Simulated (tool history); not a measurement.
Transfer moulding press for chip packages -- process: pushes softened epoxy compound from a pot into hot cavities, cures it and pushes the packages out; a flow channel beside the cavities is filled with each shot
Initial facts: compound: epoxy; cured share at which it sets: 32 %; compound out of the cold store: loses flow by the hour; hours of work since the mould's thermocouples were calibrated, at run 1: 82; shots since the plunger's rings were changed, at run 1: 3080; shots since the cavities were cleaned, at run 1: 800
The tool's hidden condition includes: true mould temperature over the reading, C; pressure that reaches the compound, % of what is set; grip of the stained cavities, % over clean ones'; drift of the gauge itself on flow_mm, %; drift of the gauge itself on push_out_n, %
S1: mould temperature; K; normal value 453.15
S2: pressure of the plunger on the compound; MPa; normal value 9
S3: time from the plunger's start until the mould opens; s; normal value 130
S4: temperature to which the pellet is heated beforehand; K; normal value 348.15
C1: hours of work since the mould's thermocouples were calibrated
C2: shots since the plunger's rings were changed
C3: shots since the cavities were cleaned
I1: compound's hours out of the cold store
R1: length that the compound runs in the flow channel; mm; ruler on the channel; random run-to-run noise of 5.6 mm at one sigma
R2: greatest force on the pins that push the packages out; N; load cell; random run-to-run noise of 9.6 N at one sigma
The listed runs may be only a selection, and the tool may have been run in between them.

| run | day | S1 | S2 | S3 | S4 | C1 | C2 | C3 | I1 | R1 | R2 |
|---|---|---|---|---|---|---|---|---|---|---|---|
| 1 | 0 | 453.15 | 9 | 130 | 348.15 | 82 | 3080 | 800 | 21.5 | 734 | 436 |
| 2 | 0.842 | 453.15 | 9 | 130 | 348.15 | 96 | 3268 | 988 | 12.2 | 759 | 438 |
| 3 | 1.567 | 453.15 | 9 | 130 | 348.15 | 108 | 3431 | 1151 | 36.7 | 702 | 428 |
|  | 1.838 | cavities cleaned with cleaning compound and waxed |
| 4 | 2.471 | 453.15 | 9 | 130 | 348.15 | 122 | 3620 | 143 | 16.8 | 745 | 423 |
| 5 | 3.575 | 453.15 | 9 | 130 | 348.15 | 140 | 3868 | 391 | 20.8 | 739 | 455 |
| 6 | 4.112 | 453.15 | 9 | 150 | 348.15 | 149 | 3988 | 511 | 28.2 | 724 | 401 |
| 7 | 4.667 | 453.15 | 9 | 125 | 348.15 | 158 | 4112 | 635 | 31.7 | 728 | 458 |
| 8 | 5.342 | 461.15 | 7.53 | 130 | 350.15 | 170 | 4264 | 787 | 18.2 | 648 | 393 |
| 9 | 5.904 | 453.15 | 10.06 | 111 | 348.15 | 179 | 4390 | 913 | 31.1 | 761 | 529 |
| 10 | 6.758 | 453.15 | 10.06 | 111 | 348.15 | 193 | 4582 | 1105 | 31.2 | 759 | 506 |
|  | 7.25 | cavities cleaned with cleaning compound and waxed |
| 11 | 7.362 | 453.15 | 10.06 | 111 | 348.15 | 202 | 4703 | 26 | 24.9 | 772 | 526 |
|  | 7.738 | plunger's sealing rings changed |
| 12 | 7.917 | 453.15 | 10.06 | 111 | 348.15 | 210 | 40 | 127 | 15 | 799 | 560 |

Branching from run 12: 5 alternative next runs. What would each branch give?
| A | 8.888 | 453.15 | 10.06 | 163 | 348.15 | 226 | 257 | 344 | 27.4 | ? | ? |
| B | 8.888 | 461.15 | 9 | 125 | 348.15 | 226 | 257 | 344 | 44.2 | ? | ? |
| C | 8.888 | 453.15 | 8.98 | 129 | 348.15 | 226 | 257 | 344 | 20.6 | ? | ? |
| D | 8.888 | 453.15 | 10.06 | 111 | 350.15 | 226 | 257 | 344 | 34.7 | ? | ? |
| E | 8.888 | 453.15 | 9.28 | 130 | 351.15 | 226 | 257 | 344 | 27 | ? | ? |

| run | R1 | R2 |
|---|---|---|
| A | 775 | 387 |
| B | 661 | 379 |
| C | 735 | 432 |
| D | 748 | 518 |
| E | 730 | 431 |
Stripped of hidden state, with their random variation kept, the same runs would have yielded:
| run | R1 | R2 |
|---|---|---|
| A | 775 | 385 |
| B | 661 | 377 |
| C | 735 | 430 |
| D | 748 | 516 |
| E | 730 | 429 |

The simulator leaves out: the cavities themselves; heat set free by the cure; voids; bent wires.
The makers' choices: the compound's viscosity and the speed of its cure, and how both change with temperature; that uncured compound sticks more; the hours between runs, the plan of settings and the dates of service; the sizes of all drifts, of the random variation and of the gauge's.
